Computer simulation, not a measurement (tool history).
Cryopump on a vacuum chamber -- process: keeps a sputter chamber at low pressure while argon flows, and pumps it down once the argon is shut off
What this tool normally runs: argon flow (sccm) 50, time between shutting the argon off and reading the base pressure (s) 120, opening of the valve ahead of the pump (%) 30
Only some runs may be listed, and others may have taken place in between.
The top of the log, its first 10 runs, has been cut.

| run | hour | argon flow (sccm) | time between shutting the argon off and reading the base pressure (s) | opening of the valve ahead of the pump (%) | pressure while argon flows (Pa) | pressure after the wait (uPa) |
|---|---|---|---|---|---|---|
| 11 | 232.6 | 50 | 207 | 30 | 0.2324 | 1.55 |
|  | 266.7 | pump warmed up, emptied and cooled again |
| 12 | 268 | 50 | 207 | 30 | 0.2051 | 1.18 |
| 13 | 300 | 50 | 120 | 30 | 0.2066 | 1.34 |
| 14 | 329.2 | 50 | 120 | 30 | 0.2067 | 1.28 |
| 15 | 347.8 | 50 | 243 | 30 | 0.2091 | 1.17 |
| 16 | 379.2 | 50 | 243 | 30 | 0.2085 | 1.17 |
| 17 | 395.4 | 50 | 243 | 30 | 0.2084 | 1.18 |
| 18 | 417.2 | 54 | 25 | 18 | 0.3733 | 2.47 |
| 19 | 453.1 | 39 | 27 | 30 | 0.1617 | 2.33 |
| 20 | 482.6 | 50 | 74 | 27 | 0.2329 | 1.58 |
| 21 | 498.6 | 50 | 69 | 51 | 0.1244 | 1.61 |
| 22 | 517.8 | 41 | 120 | 18 | 0.2828 | 1.44 |
| 23 | 538.3 | 75 | 38 | 47 | 0.2036 | 2.03 |
| 24 | 565.3 | 75 | 38 | 47 | 0.2037 | 1.96 |
| 25 | 583.4 | 50 | 193 | 57 | 0.1146 | 1.25 |
| 26 | 609.9 | 52 | 48 | 35 | 0.1891 | 1.83 |
| 27 | 643.4 | 50 | 120 | 35 | 0.1827 | 1.46 |
| 28 | 663 | 49 | 43 | 38 | 0.1662 | 1.98 |
| 29 | 691.4 | 20 | 192 | 40 | 0.0641 | 1.43 |
| 30 | 718.5 | 50 | 96 | 32 | 0.2007 | 1.59 |
| 31 | 736.5 | 63 | 24 | 34 | 0.2386 | 2.55 |
| 32 | 769.8 | 24 | 286 | 30 | 0.1037 | 1.36 |
| 33 | 791.7 | 24 | 286 | 30 | 0.1031 | 1.39 |
| 34 | 808.5 | 24 | 286 | 30 | 0.1034 | 1.39 |

Forecast each of these 4 alternatives for the next run:
| A | 824.2 | 24 | 50 | 23 | ? | ? |
| B | 824.2 | 50 | 239 | 35 | ? | ? |
| C | 824.2 | 27 | 59 | 25 | ? | ? |
| D | 824.2 | 24 | 286 | 30 | ? | ? |

| run | pressure while argon flows (Pa) | pressure after the wait (uPa) |
|---|---|---|
| A | 0.1324 | 2.01 |
| B | 0.185 | 1.38 |
| C | 0.1397 | 1.87 |
| D | 0.1013 | 1.42 |
Stripped of hidden state, with their random variation kept, the same runs would have yielded:
| run | pressure while argon flows (Pa) | pressure after the wait (uPa) |
|---|---|---|
| A | 0.128 | 0.9 |
| B | 0.1758 | 0.34 |
| C | 0.1347 | 0.78 |
| D | 0.0969 | 0.33 |
